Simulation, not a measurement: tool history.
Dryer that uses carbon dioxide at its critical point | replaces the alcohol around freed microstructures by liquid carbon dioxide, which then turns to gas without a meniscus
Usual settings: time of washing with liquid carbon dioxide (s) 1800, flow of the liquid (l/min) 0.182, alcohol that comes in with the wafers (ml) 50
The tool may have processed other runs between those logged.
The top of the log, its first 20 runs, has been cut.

| run | day | time of washing with liquid carbon dioxide (s) | flow of the liquid (l/min) | alcohol that comes in with the wafers (ml) | hours of work since the filter was changed | hours of work since the purifier's bed was changed | alcohol left in the vessel before it's heated (ppm by volume) |
|---|---|---|---|---|---|---|---|
| 21 | 5.104 | 2760 | 0.182 | 50 | 401 | 149 | 118 |
| 22 | 5.362 | 1680 | 0.182 | 50 | 403 | 151 | 980 |
| 23 | 5.642 | 1680 | 0.182 | 23 | 405 | 153 | 484 |
| 24 | 5.992 | 1800 | 0.182 | 50 | 408 | 156 | 738 |
| 25 | 6.179 | 1800 | 0.182 | 50 | 409 | 158 | 752 |
| 26 | 6.383 | 1260 | 0.182 | 51 | 411 | 159 | 2682 |
| 27 | 6.658 | 1260 | 0.182 | 51 | 413 | 161 | 2721 |
| 28 | 6.825 | 1860 | 0.177 | 27 | 414 | 162 | 428 |
| 29 | 7.121 | 2640 | 0.143 | 79 | 416 | 165 | 664 |
| 30 | 7.396 | 1320 | 0.286 | 31 | 419 | 167 | 274 |
| 31 | 7.767 | 2220 | 0.120 | 71 | 421 | 170 | 2398 |
| 32 | 8.033 | 1560 | 0.292 | 71 | 423 | 172 | 229 |
| 33 | 8.329 | 1620 | 0.292 | 70 | 426 | 174 | 199 |
| 34 | 8.612 | 1620 | 0.202 | 21 | 428 | 176 | 364 |
| 35 | 8.825 | 1800 | 0.182 | 111 | 430 | 178 | 1660 |
| 36 | 9.062 | 1800 | 0.182 | 34 | 431 | 180 | 561 |
| 37 | 9.233 | 1800 | 0.182 | 34 | 433 | 181 | 555 |
| 38 | 9.600 | 1380 | 0.182 | 114 | 435 | 184 | 4633 |
| 39 | 9.892 | 1380 | 0.182 | 114 | 438 | 186 | 4360 |
| 40 | 10.054 | 1380 | 0.182 | 114 | 439 | 187 | 4556 |
| 41 | 10.446 | 1320 | 0.182 | 114 | 442 | 190 | 5385 |

For run 42, what comes out?
| 42 | 10.775 | 1140 | 0.302 | 74 | 444 | 193 | ? |

Run 42 came out at alcohol left in the vessel before it's heated (ppm by volume) 882.
On a tool with no hidden condition, and with the same random variation, this run would have come out at alcohol left in the vessel before it's heated (ppm by volume) 434.
